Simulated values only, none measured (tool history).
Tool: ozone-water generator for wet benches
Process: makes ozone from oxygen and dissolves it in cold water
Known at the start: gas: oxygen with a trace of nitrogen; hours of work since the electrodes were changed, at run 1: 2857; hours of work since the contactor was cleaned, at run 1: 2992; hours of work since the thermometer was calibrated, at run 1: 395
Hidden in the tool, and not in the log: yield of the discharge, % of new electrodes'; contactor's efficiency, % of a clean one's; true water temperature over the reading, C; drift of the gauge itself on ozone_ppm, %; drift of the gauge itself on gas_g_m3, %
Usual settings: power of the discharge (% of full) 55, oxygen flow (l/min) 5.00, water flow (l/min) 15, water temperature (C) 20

run,hour,power of the discharge (% of full),oxygen flow (l/min),water flow (l/min),water temperature (C),hours of work since the electrodes were changed,hours of work since the contactor was cleaned,hours of work since the thermometer was calibrated,dissolved ozone (ppm),ozone in the gas ahead of the water (g/m3)
1,0.0,55,5.00,15,20,2857,2992,395,19.7,168.0
2,131.3,55,5.00,15,20,2952,3087,490,19.4,167.9
3,271.8,61,5.00,15,20,3054,3188,592,21.1,179.8
4,366.2,61,5.00,15,20,3122,3257,660,20.8,179.5
5,445.6,55,5.00,15,20,3179,3314,718,19.2,164.9
6,515.0,53,5.00,15,20,3230,3364,768,18.9,159.9
7,584.2,53,4.79,21,17,3280,3414,818,14.1,165.3
8,659.2,53,4.79,21,17,3334,3469,872,14.1,164.0
9,747.2,55,7.74,20,20,3398,3532,936,15.0,135.3
10,910.9,82,3.38,17,25,3516,3651,1054,20.4,261.5
# hour 997.3: contactor cleaned
11,1021.0,55,5.00,15,20,3593,17,1131,19.3,165.2
12,1181.6,49,5.00,15,13,3709,133,1248,20.0,148.6

Forecast each of these 5 alternatives for the next run:
A,1347.3,49,2.96,15,13,3829,253,1367,?,?
B,1347.3,49,8.02,15,13,3829,253,1367,?,?
C,1347.3,55,5.26,9,20,3829,253,1367,?,?
D,1347.3,55,2.82,15,20,3829,253,1367,?,?
E,1347.3,55,2.91,13,20,3829,253,1367,?,?

run,dissolved ozone (ppm),ozone in the gas ahead of the water (g/m3)
A,18.4,188.9
B,19.9,121.1
C,27.4,160.8
D,18.4,210.2
E,20.9,207.8
Without the tool's hidden state the same runs would have given:
run,dissolved ozone (ppm),ozone in the gas ahead of the water (g/m3)
A,20.1,205.2
B,21.7,131.5
C,30.2,176.3
D,20.2,230.5
E,23.0,227.9

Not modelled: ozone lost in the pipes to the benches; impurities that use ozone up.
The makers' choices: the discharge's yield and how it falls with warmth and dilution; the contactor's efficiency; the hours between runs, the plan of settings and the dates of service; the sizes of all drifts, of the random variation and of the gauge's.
